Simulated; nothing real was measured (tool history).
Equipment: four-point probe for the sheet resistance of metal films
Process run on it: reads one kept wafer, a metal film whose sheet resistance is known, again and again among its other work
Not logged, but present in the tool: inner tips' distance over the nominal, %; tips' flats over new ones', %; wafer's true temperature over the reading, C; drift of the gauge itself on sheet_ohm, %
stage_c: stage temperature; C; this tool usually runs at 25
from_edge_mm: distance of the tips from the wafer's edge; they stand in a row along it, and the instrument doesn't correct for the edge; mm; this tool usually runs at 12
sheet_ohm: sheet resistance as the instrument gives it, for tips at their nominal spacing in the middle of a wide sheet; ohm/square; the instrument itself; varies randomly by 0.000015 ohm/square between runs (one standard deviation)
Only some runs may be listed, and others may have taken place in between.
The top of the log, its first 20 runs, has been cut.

run   hour  stage_c  from_edge_mm  touches since the probe head was changed  hours of work since the stage's thermometer was calibrated  sheet_ohm
 21  375.2       25            12                                     23059                                                        1266   0.074509
 22  398.2       34            16                                     24241                                                        1283   0.074112
 23  414.9       34            16                                     25105                                                        1295   0.074129
 24  426.2       34            16                                     25687                                                        1304   0.074113
 25  452.4       28             8                                     27039                                                        1323   0.074985
 26  463.5       26             6                                     27611                                                        1332   0.075807
 27  486.8       26             6                                     28817                                                        1349   0.075788
 28  505.1       26             6                                     29757                                                        1363   0.075774
 29  525.4       33            10                                     30807                                                        1378   0.074541
 30  545.3       33            10                                     31834                                                        1393   0.074537
 31  561.7       33            10                                     32678                                                        1406   0.074524
 32  587.1       33            10                                     33992                                                        1425   0.074543
 33  609.2       33            10                                     35133                                                        1441   0.074521
 34  622.3       30            13                                     35804                                                        1451   0.074320
 35  635.3       19            30                                     36480                                                        1461   0.074280
 36  653.5       19            30                                     37415                                                        1474   0.074261
 37  668.2       26             3                                     38174                                                        1485   0.080510
 38  687.1       26             4                                     39149                                                        1500   0.077832
 39  703.8       19             5                                     40013                                                        1512   0.076686
 40  716.9       25            19                                     40685                                                        1522   0.074254
 41  731.2       25            42                                     41426                                                        1533   0.074097

Branching from run 41: 5 alternative next runs. What would each branch give?
  A  745.6       32            73                                     42170                                                        1544          ?
  B  745.6       27             3                                     42170                                                        1544          ?
  C  745.6       23            12                                     42170                                                        1544          ?
  D  745.6       27            42                                     42170                                                        1544          ?
  E  745.6       33            29                                     42170                                                        1544          ?

run  sheet_ohm
  A   0.073923
  B   0.080480
  C   0.074549
  D   0.074034
  E   0.073976
The same runs, with their run-to-run variation unchanged, on a tool lacking any hidden condition would have given:
run  sheet_ohm
  A   0.073916
  B   0.080473
  C   0.074543
  D   0.074028
  E   0.073969
